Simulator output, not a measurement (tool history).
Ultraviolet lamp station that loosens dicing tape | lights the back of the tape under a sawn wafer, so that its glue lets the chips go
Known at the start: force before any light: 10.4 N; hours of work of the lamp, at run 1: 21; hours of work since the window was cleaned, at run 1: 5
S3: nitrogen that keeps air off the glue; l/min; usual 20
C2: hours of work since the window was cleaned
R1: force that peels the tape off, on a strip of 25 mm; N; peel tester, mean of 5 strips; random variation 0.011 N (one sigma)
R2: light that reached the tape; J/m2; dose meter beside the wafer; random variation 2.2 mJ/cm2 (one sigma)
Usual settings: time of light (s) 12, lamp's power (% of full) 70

run 1 day=0 | time_of_light_(s)=12 lamp's_power_(%_of_full)=70 S3=20 | hours_of_work_of_the_lamp=21 C2=5 | R1=0.487 R2=1770
run 2 day=0.312 | time_of_light_(s)=12 lamp's_power_(%_of_full)=70 S3=20 | hours_of_work_of_the_lamp=26 C2=10 | R1=0.499 R2=1760
run 3 day=0.562 | time_of_light_(s)=12 lamp's_power_(%_of_full)=70 S3=20 | hours_of_work_of_the_lamp=30 C2=15 | R1=0.5 R2=1760
run 4 day=0.933 | time_of_light_(s)=12 lamp's_power_(%_of_full)=70 S3=20 | hours_of_work_of_the_lamp=36 C2=21 | R1=0.508 R2=1730
run 5 day=1.325 | time_of_light_(s)=12 lamp's_power_(%_of_full)=70 S3=20 | hours_of_work_of_the_lamp=42 C2=27 | R1=0.527 R2=1740
run 6 day=1.7 | time_of_light_(s)=12 lamp's_power_(%_of_full)=70 S3=20 | hours_of_work_of_the_lamp=49 C2=33 | R1=0.524 R2=1690
run 7 day=1.996 | time_of_light_(s)=7 lamp's_power_(%_of_full)=70 S3=20 | hours_of_work_of_the_lamp=54 C2=38 | R1=1.797 R2=990
run 8 day=2.3 | time_of_light_(s)=7 lamp's_power_(%_of_full)=70 S3=20 | hours_of_work_of_the_lamp=59 C2=43 | R1=1.831 R2=980
run 9 day=2.579 | time_of_light_(s)=7 lamp's_power_(%_of_full)=70 S3=20 | hours_of_work_of_the_lamp=63 C2=48 | R1=1.793 R2=980
-- day=2.625 window cleaned of glue's vapour
run 10 day=2.896 | time_of_light_(s)=7 lamp's_power_(%_of_full)=70 S3=20 | hours_of_work_of_the_lamp=68 C2=4 | R1=1.827 R2=970
run 11 day=3.225 | time_of_light_(s)=12 lamp's_power_(%_of_full)=70 S3=29 | hours_of_work_of_the_lamp=73 C2=10 | R1=0.491 R2=1690
run 12 day=3.421 | time_of_light_(s)=8 lamp's_power_(%_of_full)=81 S3=27 | hours_of_work_of_the_lamp=77 C2=13 | R1=0.917 R2=1310
run 13 day=3.733 | time_of_light_(s)=18 lamp's_power_(%_of_full)=60 S3=6 | hours_of_work_of_the_lamp=82 C2=18 | R1=0.641 R2=2130
run 14 day=3.988 | time_of_light_(s)=12 lamp's_power_(%_of_full)=73 S3=22 | hours_of_work_of_the_lamp=86 C2=22 | R1=0.511 R2=1750
run 15 day=4.196 | time_of_light_(s)=12 lamp's_power_(%_of_full)=88 S3=9 | hours_of_work_of_the_lamp=89 C2=26 | R1=0.498 R2=2090
run 16 day=4.408 | time_of_light_(s)=12 lamp's_power_(%_of_full)=88 S3=19 | hours_of_work_of_the_lamp=93 C2=29 | R1=0.314 R2=2090
run 17 day=4.783 | time_of_light_(s)=8 lamp's_power_(%_of_full)=65 S3=27 | hours_of_work_of_the_lamp=99 C2=36 | R1=1.561 R2=1000
-- day=4.925 window cleaned of glue's vapour, once more
run 18 day=5.112 | time_of_light_(s)=15 lamp's_power_(%_of_full)=75 S3=14 | hours_of_work_of_the_lamp=104 C2=3 | R1=0.272 R2=2390
run 19 day=5.392 | time_of_light_(s)=15 lamp's_power_(%_of_full)=88 S3=14 | hours_of_work_of_the_lamp=109 C2=8 | R1=0.158 R2=2750
run 20 day=5.746 | time_of_light_(s)=8 lamp's_power_(%_of_full)=87 S3=16 | hours_of_work_of_the_lamp=115 C2=13 | R1=0.955 R2=1460
run 21 day=6.15 | time_of_light_(s)=8 lamp's_power_(%_of_full)=87 S3=16 | hours_of_work_of_the_lamp=121 C2=20 | R1=0.99 R2=1430
run 22 day=6.471 | time_of_light_(s)=16 lamp's_power_(%_of_full)=71 S3=16 | hours_of_work_of_the_lamp=127 C2=25 | R1=0.257 R2=2330

Forecast each of these 3 alternatives for the next run:
run A day=6.825 | time_of_light_(s)=16 lamp's_power_(%_of_full)=89 S3=10 | hours_of_work_of_the_lamp=132 C2=31 | R1=? R2=?
run B day=6.825 | time_of_light_(s)=23 lamp's_power_(%_of_full)=99 S3=24 | hours_of_work_of_the_lamp=132 C2=31 | R1=? R2=?
run C day=6.825 | time_of_light_(s)=16 lamp's_power_(%_of_full)=89 S3=16 | hours_of_work_of_the_lamp=132 C2=31 | R1=? R2=?

run=A R1=0.176 R2=2900
run=B R1=0.06 R2=4660
run=C R1=0.139 R2=2930
Without the tool's hidden state the same runs would have given:
run=A R1=0.148 R2=3070
run=B R1=0.059 R2=4920
run=C R1=0.12 R2=3100

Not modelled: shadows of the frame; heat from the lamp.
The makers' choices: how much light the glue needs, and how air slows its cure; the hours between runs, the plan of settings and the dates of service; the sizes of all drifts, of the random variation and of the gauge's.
